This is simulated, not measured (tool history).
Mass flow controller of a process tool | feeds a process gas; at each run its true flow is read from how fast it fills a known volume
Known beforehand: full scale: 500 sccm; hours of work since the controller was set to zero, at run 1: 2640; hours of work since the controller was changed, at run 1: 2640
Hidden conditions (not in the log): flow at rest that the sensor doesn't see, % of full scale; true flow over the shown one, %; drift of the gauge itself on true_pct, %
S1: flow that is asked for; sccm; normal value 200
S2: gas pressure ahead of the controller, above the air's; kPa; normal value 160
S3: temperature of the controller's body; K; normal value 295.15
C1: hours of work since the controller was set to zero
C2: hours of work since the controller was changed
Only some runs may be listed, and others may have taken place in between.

{"run": 1, "hour": 0.0, "S1": 200, "S2": 160, "S3": 295.15, "C1": 2640, "C2": 2640, "true flow (%)": 99.96}
{"run": 2, "hour": 201.4, "S1": 200, "S2": 160, "S3": 295.15, "C1": 2758, "C2": 2758, "true flow (%)": 100.23}
{"run": 3, "hour": 380.1, "S1": 200, "S2": 160, "S3": 295.15, "C1": 2864, "C2": 2864, "true flow (%)": 100.12}
{"run": 4, "hour": 580.9, "S1": 200, "S2": 160, "S3": 295.15, "C1": 2982, "C2": 2982, "true flow (%)": 100.06}
{"run": 5, "hour": 703.1, "S1": 200, "S2": 160, "S3": 295.15, "C1": 3054, "C2": 3054, "true flow (%)": 100.08}
{"run": 6, "hour": 810.2, "S1": 200, "S2": 160, "S3": 295.15, "C1": 3117, "C2": 3117, "true flow (%)": 99.97}
{"run": 7, "hour": 1014.5, "S1": 200, "S2": 160, "S3": 295.15, "C1": 3238, "C2": 3238, "true flow (%)": 100.08}
{"run": 8, "hour": 1214.8, "S1": 200, "S2": 160, "S3": 295.15, "C1": 3356, "C2": 3356, "true flow (%)": 100.32}
{"run": 9, "hour": 1424.6, "S1": 200, "S2": 160, "S3": 295.15, "C1": 3479, "C2": 3479, "true flow (%)": 100.25}
{"run": 10, "hour": 1663.0, "S1": 200, "S2": 160, "S3": 295.15, "C1": 3620, "C2": 3620, "true flow (%)": 100.16}
{"run": 11, "hour": 1806.1, "S1": 381, "S2": 160, "S3": 295.15, "C1": 3704, "C2": 3704, "true flow (%)": 100.39}
{"run": 12, "hour": 2007.9, "S1": 200, "S2": 257, "S3": 295.15, "C1": 3823, "C2": 3823, "true flow (%)": 100.71}
{"run": 13, "hour": 2155.1, "S1": 65, "S2": 160, "S3": 297.15, "C1": 3910, "C2": 3910, "true flow (%)": 101.17}
{"run": 14, "hour": 2377.4, "S1": 104, "S2": 154, "S3": 301.15, "C1": 4041, "C2": 4041, "true flow (%)": 100.56}
{"run": 15, "hour": 2616.4, "S1": 104, "S2": 154, "S3": 301.15, "C1": 4182, "C2": 4182, "true flow (%)": 100.53}
{"run": 16, "hour": 2745.8, "S1": 196, "S2": 240, "S3": 310.15, "C1": 4258, "C2": 4258, "true flow (%)": 100.27}
{"run": 17, "hour": 2966.9, "S1": 196, "S2": 240, "S3": 310.15, "C1": 4388, "C2": 4388, "true flow (%)": 100.29}
{"run": 18, "hour": 3065.5, "S1": 200, "S2": 147, "S3": 294.15, "C1": 4446, "C2": 4446, "true flow (%)": 100.47}
{"run": 19, "hour": 3302.7, "S1": 118, "S2": 147, "S3": 296.15, "C1": 4586, "C2": 4586, "true flow (%)": 100.75}
{"run": 20, "hour": 3524.8, "S1": 118, "S2": 258, "S3": 303.15, "C1": 4717, "C2": 4717, "true flow (%)": 101.08}
{"run": 21, "hour": 3672.5, "S1": 75, "S2": 256, "S3": 303.15, "C1": 4804, "C2": 4804, "true flow (%)": 101.68}
{"run": 22, "hour": 3895.7, "S1": 200, "S2": 262, "S3": 309.15, "C1": 4936, "C2": 4936, "true flow (%)": 100.61}

Here are 4 independent what-if runs from the current tool condition. What would each one return?
{"run": "A", "hour": 4030.8, "S1": 166, "S2": 235, "S3": 311.15, "C1": 5015, "C2": 5015, "true flow (%)": "?"}
{"run": "B", "hour": 4030.8, "S1": 147, "S2": 261, "S3": 311.15, "C1": 5015, "C2": 5015, "true flow (%)": "?"}
{"run": "C", "hour": 4030.8, "S1": 200, "S2": 251, "S3": 300.15, "C1": 5015, "C2": 5015, "true flow (%)": "?"}
{"run": "D", "hour": 4030.8, "S1": 165, "S2": 160, "S3": 295.15, "C1": 5015, "C2": 5015, "true flow (%)": "?"}

run=A true_flow_(%)=100.45
run=B true_flow_(%)=100.68
run=C true_flow_(%)=100.74
run=D true_flow_(%)=100.70
Without the tool's unlogged condition, the same runs would have read:
run=A true_flow_(%)=99.08
run=B true_flow_(%)=99.20
run=C true_flow_(%)=99.52
run=D true_flow_(%)=99.32
